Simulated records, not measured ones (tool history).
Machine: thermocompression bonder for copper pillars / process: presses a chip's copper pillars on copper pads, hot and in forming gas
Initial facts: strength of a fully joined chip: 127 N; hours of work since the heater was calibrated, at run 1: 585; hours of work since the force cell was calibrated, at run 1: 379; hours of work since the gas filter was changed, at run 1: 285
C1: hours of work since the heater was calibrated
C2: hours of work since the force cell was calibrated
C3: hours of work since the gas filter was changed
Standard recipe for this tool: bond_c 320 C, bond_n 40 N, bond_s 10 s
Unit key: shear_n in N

{"run": 1, "hour": 0.0, "bond_c": 320, "bond_n": 40, "bond_s": 10, "C1": 585, "C2": 379, "C3": 285, "shear_n": 48.0}
{"run": 2, "hour": 22.5, "bond_c": 295, "bond_n": 40, "bond_s": 10, "C1": 596, "C2": 389, "C3": 295, "shear_n": 38.0}
{"run": 3, "hour": 75.8, "bond_c": 295, "bond_n": 40, "bond_s": 10, "C1": 622, "C2": 415, "C3": 321, "shear_n": 37.6}
{"run": 4, "hour": 123.3, "bond_c": 320, "bond_n": 40, "bond_s": 8, "C1": 644, "C2": 438, "C3": 344, "shear_n": 44.0}
{"run": 5, "hour": 153.1, "bond_c": 320, "bond_n": 40, "bond_s": 10, "C1": 659, "C2": 452, "C3": 358, "shear_n": 48.0}
{"run": 6, "hour": 177.8, "bond_c": 320, "bond_n": 34, "bond_s": 10, "C1": 671, "C2": 464, "C3": 370, "shear_n": 41.0}
{"run": 7, "hour": 205.4, "bond_c": 320, "bond_n": 34, "bond_s": 10, "C1": 684, "C2": 477, "C3": 383, "shear_n": 41.1}
{"run": 8, "hour": 256.2, "bond_c": 320, "bond_n": 34, "bond_s": 10, "C1": 708, "C2": 502, "C3": 408, "shear_n": 40.4}
{"run": 9, "hour": 278.9, "bond_c": 349, "bond_n": 40, "bond_s": 10, "C1": 719, "C2": 513, "C3": 419, "shear_n": 60.1}
{"run": 10, "hour": 308.3, "bond_c": 349, "bond_n": 41, "bond_s": 10, "C1": 733, "C2": 527, "C3": 433, "shear_n": 61.1}
{"run": 11, "hour": 336.4, "bond_c": 320, "bond_n": 40, "bond_s": 10, "C1": 747, "C2": 540, "C3": 446, "shear_n": 46.9}
{"run": 12, "hour": 362.3, "bond_c": 320, "bond_n": 53, "bond_s": 10, "C1": 759, "C2": 553, "C3": 459, "shear_n": 61.7}
{"run": 13, "hour": 405.1, "bond_c": 302, "bond_n": 40, "bond_s": 10, "C1": 780, "C2": 573, "C3": 479, "shear_n": 39.7}
{"hour": 442.7, "done": "forming gas filter changed"}
{"run": 14, "hour": 458.0, "bond_c": 302, "bond_n": 40, "bond_s": 10, "C1": 805, "C2": 598, "C3": 7, "shear_n": 42.0}
{"run": 15, "hour": 502.8, "bond_c": 302, "bond_n": 40, "bond_s": 6, "C1": 826, "C2": 620, "C3": 29, "shear_n": 34.1}
{"run": 16, "hour": 550.7, "bond_c": 302, "bond_n": 40, "bond_s": 6, "C1": 849, "C2": 643, "C3": 52, "shear_n": 33.7}
{"run": 17, "hour": 595.2, "bond_c": 304, "bond_n": 46, "bond_s": 10, "C1": 871, "C2": 664, "C3": 73, "shear_n": 48.7}
{"run": 18, "hour": 634.3, "bond_c": 304, "bond_n": 46, "bond_s": 10, "C1": 889, "C2": 683, "C3": 92, "shear_n": 48.5}
{"run": 19, "hour": 673.2, "bond_c": 297, "bond_n": 32, "bond_s": 12, "C1": 908, "C2": 702, "C3": 111, "shear_n": 33.0}
{"run": 20, "hour": 719.9, "bond_c": 297, "bond_n": 32, "bond_s": 12, "C1": 931, "C2": 724, "C3": 133, "shear_n": 33.6}
{"run": 21, "hour": 747.2, "bond_c": 297, "bond_n": 32, "bond_s": 12, "C1": 944, "C2": 737, "C3": 146, "shear_n": 33.2}
{"run": 22, "hour": 788.2, "bond_c": 297, "bond_n": 32, "bond_s": 12, "C1": 963, "C2": 757, "C3": 166, "shear_n": 33.3}
{"run": 23, "hour": 817.6, "bond_c": 323, "bond_n": 40, "bond_s": 21, "C1": 977, "C2": 771, "C3": 180, "shear_n": 65.2}
{"run": 24, "hour": 865.2, "bond_c": 334, "bond_n": 43, "bond_s": 7, "C1": 1000, "C2": 794, "C3": 203, "shear_n": 51.1}
{"run": 25, "hour": 901.4, "bond_c": 308, "bond_n": 40, "bond_s": 8, "C1": 1018, "C2": 811, "C3": 220, "shear_n": 39.4}
{"run": 26, "hour": 938.1, "bond_c": 320, "bond_n": 37, "bond_s": 5, "C1": 1035, "C2": 829, "C3": 238, "shear_n": 33.7}
{"run": 27, "hour": 979.3, "bond_c": 294, "bond_n": 55, "bond_s": 7, "C1": 1055, "C2": 849, "C3": 258, "shear_n": 44.3}
{"run": 28, "hour": 1019.8, "bond_c": 337, "bond_n": 52, "bond_s": 14, "C1": 1075, "C2": 868, "C3": 277, "shear_n": 76.8}
{"run": 29, "hour": 1063.6, "bond_c": 320, "bond_n": 38, "bond_s": 18, "C1": 1096, "C2": 889, "C3": 298, "shear_n": 56.8}
{"run": 30, "hour": 1088.5, "bond_c": 320, "bond_n": 40, "bond_s": 26, "C1": 1108, "C2": 901, "C3": 310, "shear_n": 67.0}
{"run": 31, "hour": 1127.4, "bond_c": 307, "bond_n": 40, "bond_s": 17, "C1": 1126, "C2": 920, "C3": 329, "shear_n": 50.7}
{"run": 32, "hour": 1153.9, "bond_c": 307, "bond_n": 36, "bond_s": 17, "C1": 1139, "C2": 933, "C3": 342, "shear_n": 46.9}

Each row is a separate what-if for the run after 32, all from the same tool condition, not one after another. Results?
{"run": "A", "hour": 1196.2, "bond_c": 303, "bond_n": 53, "bond_s": 17, "C1": 1159, "C2": 953, "C3": 362, "shear_n": "?"}
{"run": "B", "hour": 1196.2, "bond_c": 340, "bond_n": 40, "bond_s": 10, "C1": 1159, "C2": 953, "C3": 362, "shear_n": "?"}
{"run": "C", "hour": 1196.2, "bond_c": 320, "bond_n": 51, "bond_s": 10, "C1": 1159, "C2": 953, "C3": 362, "shear_n": "?"}
{"run": "D", "hour": 1196.2, "bond_c": 330, "bond_n": 40, "bond_s": 10, "C1": 1159, "C2": 953, "C3": 362, "shear_n": "?"}
{"run": "E", "hour": 1196.2, "bond_c": 315, "bond_n": 37, "bond_s": 12, "C1": 1159, "C2": 953, "C3": 362, "shear_n": "?"}

run=A shear_n=64.1
run=B shear_n=55.3
run=C shear_n=59.5
run=D shear_n=51.9
run=E shear_n=45.7
The same runs, with their run-to-run variation unchanged, on a tool lacking any hidden condition would have given:
run=A shear_n=68.9
run=B shear_n=59.1
run=C shear_n=63.8
run=D shear_n=55.6
run=E shear_n=49.2
